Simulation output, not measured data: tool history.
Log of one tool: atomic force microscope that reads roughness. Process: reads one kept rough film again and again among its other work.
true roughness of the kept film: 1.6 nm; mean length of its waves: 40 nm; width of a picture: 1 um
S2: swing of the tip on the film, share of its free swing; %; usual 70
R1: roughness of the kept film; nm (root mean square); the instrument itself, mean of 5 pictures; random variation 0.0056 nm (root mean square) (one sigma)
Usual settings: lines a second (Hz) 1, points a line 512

run 1 hour=0 | lines_a_second_(Hz)=1 S2=70 points_a_line=512 | R1=1.471
run 2 hour=18.2 | lines_a_second_(Hz)=1 S2=70 points_a_line=512 | R1=1.471
run 3 hour=28.6 | lines_a_second_(Hz)=1 S2=76 points_a_line=512 | R1=1.456
run 4 hour=41.4 | lines_a_second_(Hz)=1 S2=76 points_a_line=512 | R1=1.449
run 5 hour=53 | lines_a_second_(Hz)=1 S2=76 points_a_line=512 | R1=1.449
run 6 hour=68.3 | lines_a_second_(Hz)=1 S2=76 points_a_line=512 | R1=1.44
run 7 hour=82.1 | lines_a_second_(Hz)=1 S2=76 points_a_line=512 | R1=1.435
run 8 hour=99.2 | lines_a_second_(Hz)=1 S2=76 points_a_line=512 | R1=1.437
run 9 hour=111.2 | lines_a_second_(Hz)=1 S2=76 points_a_line=512 | R1=1.435
run 10 hour=122.5 | lines_a_second_(Hz)=1 S2=76 points_a_line=512 | R1=1.449
-- hour=128 new tip fitted
run 11 hour=138.8 | lines_a_second_(Hz)=1 S2=76 points_a_line=512 | R1=1.497
run 12 hour=156.9 | lines_a_second_(Hz)=1 S2=70 points_a_line=512 | R1=1.519
run 13 hour=176.7 | lines_a_second_(Hz)=1 S2=70 points_a_line=313 | R1=1.489
run 14 hour=195.2 | lines_a_second_(Hz)=1 S2=70 points_a_line=313 | R1=1.511
run 15 hour=210.5 | lines_a_second_(Hz)=1 S2=70 points_a_line=512 | R1=1.504
run 16 hour=224 | lines_a_second_(Hz)=1 S2=70 points_a_line=512 | R1=1.507
run 17 hour=245.1 | lines_a_second_(Hz)=1 S2=71 points_a_line=512 | R1=1.495
run 18 hour=254.9 | lines_a_second_(Hz)=1 S2=65 points_a_line=512 | R1=1.495
run 19 hour=267.5 | lines_a_second_(Hz)=2.28 S2=65 points_a_line=512 | R1=1.468
run 20 hour=286.4 | lines_a_second_(Hz)=2.28 S2=65 points_a_line=512 | R1=1.46
run 21 hour=298.6 | lines_a_second_(Hz)=1 S2=70 points_a_line=512 | R1=1.49
run 22 hour=310.9 | lines_a_second_(Hz)=1 S2=70 points_a_line=512 | R1=1.477
run 23 hour=329.5 | lines_a_second_(Hz)=1 S2=70 points_a_line=512 | R1=1.485
run 24 hour=348.3 | lines_a_second_(Hz)=0.65 S2=70 points_a_line=1006 | R1=1.504
run 25 hour=366.2 | lines_a_second_(Hz)=3.87 S2=70 points_a_line=512 | R1=1.378
run 26 hour=381.1 | lines_a_second_(Hz)=1.6 S2=66 points_a_line=785 | R1=1.472
run 27 hour=392 | lines_a_second_(Hz)=0.6 S2=89 points_a_line=785 | R1=1.449
run 28 hour=412 | lines_a_second_(Hz)=0.93 S2=77 points_a_line=512 | R1=1.457
run 29 hour=432.5 | lines_a_second_(Hz)=2.71 S2=78 points_a_line=520 | R1=1.353
run 30 hour=449.7 | lines_a_second_(Hz)=0.61 S2=79 points_a_line=648 | R1=1.463
run 31 hour=459.2 | lines_a_second_(Hz)=3.97 S2=81 points_a_line=607 | R1=1.26
run 32 hour=475.7 | lines_a_second_(Hz)=0.92 S2=59 points_a_line=402 | R1=1.481
run 33 hour=492.9 | lines_a_second_(Hz)=3.35 S2=59 points_a_line=402 | R1=1.433
run 34 hour=510.3 | lines_a_second_(Hz)=1.64 S2=70 points_a_line=512 | R1=1.429
run 35 hour=520.3 | lines_a_second_(Hz)=1.64 S2=84 points_a_line=512 | R1=1.367
run 36 hour=540.8 | lines_a_second_(Hz)=1.9 S2=63 points_a_line=258 | R1=1.423
-- hour=546.8 new tip fitted
run 37 hour=557 | lines_a_second_(Hz)=2.95 S2=73 points_a_line=364 | R1=1.416
run 38 hour=574.6 | lines_a_second_(Hz)=0.77 S2=72 points_a_line=923 | R1=1.524
run 39 hour=584.6 | lines_a_second_(Hz)=1.88 S2=59 points_a_line=742 | R1=1.508
run 40 hour=603.3 | lines_a_second_(Hz)=1 S2=68 points_a_line=512 | R1=1.517
run 41 hour=618.4 | lines_a_second_(Hz)=1 S2=68 points_a_line=370 | R1=1.493
run 42 hour=634 | lines_a_second_(Hz)=1 S2=68 points_a_line=370 | R1=1.503
run 43 hour=649 | lines_a_second_(Hz)=3.18 S2=69 points_a_line=494 | R1=1.42

3 ways to go on from here, each from the tool as it stands after run 43. What would each give?
run A hour=668 | lines_a_second_(Hz)=1.37 S2=79 points_a_line=494 | R1=?
run B hour=668 | lines_a_second_(Hz)=3.18 S2=90 points_a_line=521 | R1=?
run C hour=668 | lines_a_second_(Hz)=1 S2=70 points_a_line=426 | R1=?

run=A R1=1.448
run=B R1=1.247
run=C R1=1.491
Without the tool's hidden state the same runs would have given:
run=A R1=1.479
run=B R1=1.274
run=C R1=1.523
